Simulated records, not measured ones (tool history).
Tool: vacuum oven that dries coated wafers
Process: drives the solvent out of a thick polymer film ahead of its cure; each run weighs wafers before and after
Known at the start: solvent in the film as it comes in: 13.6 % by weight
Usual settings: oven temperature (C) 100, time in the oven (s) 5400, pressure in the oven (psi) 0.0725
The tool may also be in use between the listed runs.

| run | hour | oven temperature (C) | time in the oven (s) | pressure in the oven (psi) | solvent left in the film (%) |
|---|---|---|---|---|---|
| 1 | 0 | 100 | 5400 | 0.0725 | 1.002 |
| 2 | 18.9 | 102 | 5400 | 0.0725 | 0.791 |
| 3 | 43.6 | 102 | 5400 | 0.0725 | 0.787 |
| 4 | 75.8 | 102 | 5400 | 0.0725 | 0.783 |
| 5 | 94.4 | 102 | 5400 | 0.0725 | 0.786 |
| 6 | 117.5 | 102 | 5400 | 0.0725 | 0.78 |
| 7 | 151.7 | 102 | 5400 | 0.0725 | 0.786 |

The next listed run, before its measurement:
| 8 | 186 | 102 | 8760 | 0.069 | ? |

{"run 8": {"solvent left in the film (%)": 0.239}}
Without the tool's hidden state the same run would have given solvent left in the film (%) 0.238.
